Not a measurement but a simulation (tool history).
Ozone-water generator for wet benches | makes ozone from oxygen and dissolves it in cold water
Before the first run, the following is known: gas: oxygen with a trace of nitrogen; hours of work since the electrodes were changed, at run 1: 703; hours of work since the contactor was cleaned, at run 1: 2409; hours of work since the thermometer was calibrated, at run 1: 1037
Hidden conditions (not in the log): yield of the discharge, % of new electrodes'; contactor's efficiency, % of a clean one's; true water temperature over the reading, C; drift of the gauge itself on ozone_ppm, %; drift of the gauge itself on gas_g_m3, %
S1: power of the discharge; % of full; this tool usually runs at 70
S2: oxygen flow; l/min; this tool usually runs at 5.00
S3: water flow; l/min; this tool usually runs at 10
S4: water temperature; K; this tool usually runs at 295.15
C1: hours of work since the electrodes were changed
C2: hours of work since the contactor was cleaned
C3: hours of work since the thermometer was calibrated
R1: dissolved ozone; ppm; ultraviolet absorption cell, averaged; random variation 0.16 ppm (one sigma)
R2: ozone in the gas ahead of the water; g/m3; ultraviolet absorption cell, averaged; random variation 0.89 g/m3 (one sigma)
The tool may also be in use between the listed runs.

Run 1, hour 0.0: usual settings; C1 703; C2 2409; C3 1037. Result: R1 19.5 ppm, R2 141.4 g/m3.
Run 2, hour 94.2: usual settings; C1 787; C2 2493; C3 1121. Result: R1 19.4 ppm, R2 141.9 g/m3.
Run 3, hour 242.7: usual settings; C1 920; C2 2625; C3 1253. Result: R1 19.2 ppm, R2 141.4 g/m3.
Run 4, hour 388.2: usual settings; C1 1049; C2 2755; C3 1383. Result: R1 19.4 ppm, R2 142.5 g/m3.
Run 5, hour 507.1: usual settings but S1 71 % of full; C1 1155; C2 2861; C3 1489. Result: R1 19.3 ppm, R2 142.4 g/m3.
Run 6, hour 576.5: usual settings but S1 71 % of full; C1 1217; C2 2923; C3 1550. Result: R1 19.5 ppm, R2 143.1 g/m3.
Run 7, hour 726.6: usual settings; C1 1351; C2 3057; C3 1684. Result: R1 19.1 ppm, R2 142.8 g/m3.
Run 8, hour 802.7: usual settings but S1 46 % of full; C1 1419; C2 3125; C3 1752. Result: R1 15.3 ppm, R2 113.3 g/m3.
Run 9, hour 900.6: usual settings but S3 6 l/min; C1 1506; C2 3212; C3 1839. Result: R1 25.9 ppm, R2 140.4 g/m3.
At hour 912.1: water thermometer calibrated.
Run 10, hour 1002.3: usual settings but S3 6 l/min; C1 1596; C2 3302; C3 80. Result: R1 25.3 ppm, R2 141.4 g/m3.
Run 11, hour 1123.6: usual settings but S3 6 l/min; C1 1704; C2 3410; C3 189. Result: R1 25.2 ppm, R2 140.2 g/m3.
Run 12, hour 1198.0: usual settings but S3 6 l/min; C1 1771; C2 3476; C3 255. Result: R1 25.6 ppm, R2 140.3 g/m3.
At hour 1340.0: water thermometer calibrated, once more.
Run 13, hour 1345.0: usual settings; C1 1901; C2 3607; C3 4. Result: R1 19.2 ppm, R2 140.7 g/m3.
Run 14, hour 1485.7: usual settings; C1 2027; C2 3732; C3 130. Result: R1 18.9 ppm, R2 139.0 g/m3.
Run 15, hour 1568.4: usual settings; C1 2100; C2 3806; C3 204. Result: R1 19.1 ppm, R2 138.8 g/m3.
Run 16, hour 1674.7: usual settings; C1 2195; C2 3901; C3 298. Result: R1 18.8 ppm, R2 142.1 g/m3.
Run 17, hour 1794.3: usual settings; C1 2302; C2 4007; C3 405. Result: R1 18.9 ppm, R2 139.1 g/m3.
Run 18, hour 1876.1: usual settings but S2 3.49 l/min; C1 2374; C2 4080; C3 478. Result: R1 18.1 ppm, R2 156.4 g/m3.
Run 19, hour 1999.4: usual settings but S2 3.49 l/min; C1 2484; C2 4190; C3 588. Result: R1 18.3 ppm, R2 154.7 g/m3.
Run 20, hour 2122.6: usual settings but S1 72 % of full, S2 3.49 l/min, S4 302.15 K; C1 2594; C2 4300; C3 697. Result: R1 16.4 ppm, R2 158.2 g/m3.
Run 21, hour 2266.5: usual settings but S1 58 % of full; C1 2722; C2 4428; C3 826. Result: R1 16.8 ppm, R2 125.6 g/m3.
Run 22, hour 2364.9: usual settings but S1 67 % of full; C1 2810; C2 4516; C3 913. Result: R1 18.2 ppm, R2 132.7 g/m3.
Run 23, hour 2495.5: usual settings but S1 48 % of full, S2 8.35 l/min, S3 12 l/min, S4 291.15 K; C1 2927; C2 4632; C3 1030. Result: R1 14.8 ppm, R2 96.0 g/m3.
Run 24, hour 2629.6: usual settings but S1 48 % of full, S2 8.35 l/min, S3 12 l/min, S4 291.15 K; C1 3046; C2 4752; C3 1149. Result: R1 14.5 ppm, R2 96.1 g/m3.
Run 25, hour 2729.4: usual settings but S1 92 % of full, S2 3.86 l/min, S3 9 l/min, S4 291.15 K; C1 3135; C2 4841; C3 1238. Result: R1 24.2 ppm, R2 173.3 g/m3.
Run 26, hour 2809.5: usual settings but S1 92 % of full, S2 3.84 l/min, S3 16 l/min, S4 291.15 K; C1 3206; C2 4912; C3 1310. Result: R1 14.4 ppm, R2 173.9 g/m3.
Run 27, hour 2940.9: usual settings but S1 92 % of full, S2 3.84 l/min, S3 16 l/min, S4 291.15 K; C1 3324; C2 5029; C3 1427. Result: R1 14.7 ppm, R2 172.3 g/m3.
Run 28, hour 3006.4: usual settings but S1 67 % of full, S2 4.52 l/min, S3 16 l/min, S4 297.15 K; C1 3382; C2 5088; C3 1485. Result: R1 12.0 ppm, R2 137.4 g/m3.
At hour 3037.9: contactor cleaned.
Run 29, hour 3160.3: usual settings but S1 67 % of full, S2 4.52 l/min, S3 16 l/min, S4 293.15 K; C1 3516; C2 109; C3 1619. Result: R1 12.7 ppm, R2 136.8 g/m3.
Run 30, hour 3264.8: usual settings but S1 67 % of full, S2 4.49 l/min, S3 7 l/min, S4 294.15 K; C1 3609; C2 202; C3 1712. Result: R1 23.3 ppm, R2 137.7 g/m3.
Run 31, hour 3341.2: usual settings but S1 63 % of full, S2 3.62 l/min, S3 7 l/min, S4 303.15 K; C1 3677; C2 270; C3 1780. Result: R1 18.6 ppm, R2 143.9 g/m3.
Run 32, hour 3417.6: usual settings but S1 63 % of full, S2 3.62 l/min, S3 11 l/min; C1 3745; C2 338; C3 1848. Result: R1 16.1 ppm, R2 142.6 g/m3.
Run 33, hour 3539.3: usual settings but S1 63 % of full, S2 3.62 l/min, S3 7 l/min, S4 294.15 K; C1 3853; C2 447; C3 1957. Result: R1 21.9 ppm, R2 142.9 g/m3.
Run 34, hour 3688.3: usual settings but S1 63 % of full, S2 3.62 l/min, S3 7 l/min, S4 300.15 K; C1 3986; C2 580; C3 2089. Result: R1 19.8 ppm, R2 143.2 g/m3.

Selected run-to-run steps in R1, each split into two signed amounts: the part the tool would show with no hidden state at all (from settings, incoming material and random variation), and the remainder, which goes to the hidden state together with any gauge scatter not common to the measured and the hidden-state-free results:
Run 8 -> 9: S1 46 -> 70, S3 10 -> 6. R1 +10.6 ppm: hidden state -0.6, all else +11.2.
Run 24 -> 25: S1 48 -> 92, S2 8.35 -> 3.86, S3 12 -> 9. R1 +9.7 ppm: hidden state -1.3, all else +11.0.
Run 25 -> 26: S2 3.86 -> 3.84, S3 9 -> 16. R1 -9.8 ppm: hidden state +0.9, all else -10.7.
Run 29 -> 30: S2 4.52 -> 4.49, S3 16 -> 7, S4 293.15 -> 294.15. R1 +10.6 ppm: hidden state -0.8, all else +11.4.

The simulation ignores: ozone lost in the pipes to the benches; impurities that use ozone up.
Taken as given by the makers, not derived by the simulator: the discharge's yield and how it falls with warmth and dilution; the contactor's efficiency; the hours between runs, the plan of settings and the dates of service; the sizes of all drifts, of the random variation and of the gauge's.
